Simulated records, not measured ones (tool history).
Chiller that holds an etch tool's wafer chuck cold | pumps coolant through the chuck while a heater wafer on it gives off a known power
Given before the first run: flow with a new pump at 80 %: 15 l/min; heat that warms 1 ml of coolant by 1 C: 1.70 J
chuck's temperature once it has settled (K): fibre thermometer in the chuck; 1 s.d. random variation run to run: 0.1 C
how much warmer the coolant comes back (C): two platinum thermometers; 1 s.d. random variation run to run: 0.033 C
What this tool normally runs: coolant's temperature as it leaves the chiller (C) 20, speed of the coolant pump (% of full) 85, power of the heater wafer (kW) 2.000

| run | hour | coolant's temperature as it leaves the chiller (C) | speed of the coolant pump (% of full) | power of the heater wafer (kW) | chuck's temperature once it has settled (K) | how much warmer the coolant comes back (C) |
|---|---|---|---|---|---|---|
| 1 | 0.0 | 20 | 85 | 2.000 | 305.15 | 4.72 |
| 2 | 106.1 | 20 | 85 | 2.000 | 304.95 | 4.78 |
| 3 | 250.1 | 20 | 85 | 2.000 | 304.95 | 4.77 |
| 4 | 413.8 | 20 | 85 | 2.000 | 305.05 | 4.72 |
| 5 | 552.7 | 20 | 85 | 2.000 | 305.55 | 4.75 |
| 6 | 641.6 | 20 | 85 | 2.000 | 305.45 | 4.78 |
| 7 | 744.2 | 20 | 85 | 2.414 | 308.35 | 5.76 |
| 8 | 873.0 | 20 | 85 | 2.414 | 308.35 | 5.79 |
| 9 | 968.0 | 20 | 85 | 2.414 | 308.25 | 5.78 |
| 10 | 1135.9 | 20 | 85 | 2.414 | 308.35 | 5.78 |
| 11 | 1284.2 | 11 | 74 | 1.407 | 293.95 | 3.88 |
| 12 | 1442.3 | 11 | 74 | 1.407 | 293.75 | 3.85 |
| 13 | 1536.3 | 27 | 93 | 2.000 | 311.95 | 4.47 |
| 14 | 1715.4 | 27 | 93 | 2.000 | 312.15 | 4.42 |
| 15 | 1875.3 | 27 | 93 | 2.000 | 311.75 | 4.45 |
| 16 | 2023.2 | 27 | 93 | 2.000 | 312.25 | 4.42 |
| 17 | 2202.6 | 16 | 85 | 1.089 | 296.05 | 2.63 |
| 18 | 2357.9 | 16 | 85 | 1.089 | 296.05 | 2.66 |

Missing from the log above: 1 entry noted between runs. For each, name the pair of listed runs it sits between and say how the tool's hidden condition differs from the listed run just before to the listed run just after:
Between runs 4 and 5: chiller's thermometer calibrated (hour 552.7)
  heat passed by the chuck's channels, % of clean ones': 96.5 -> 96.1; flow at a given pump speed, % of a new pump's: 93.1 -> 93; coolant's true temperature over the reading, C: -0.36 -> -0.07
  the result without the hidden state subtracted from the measured one, chuck's temperature once it has settled (K): +0.60 -> +1.00; how much warmer the coolant comes back (C): +0.33 -> +0.33
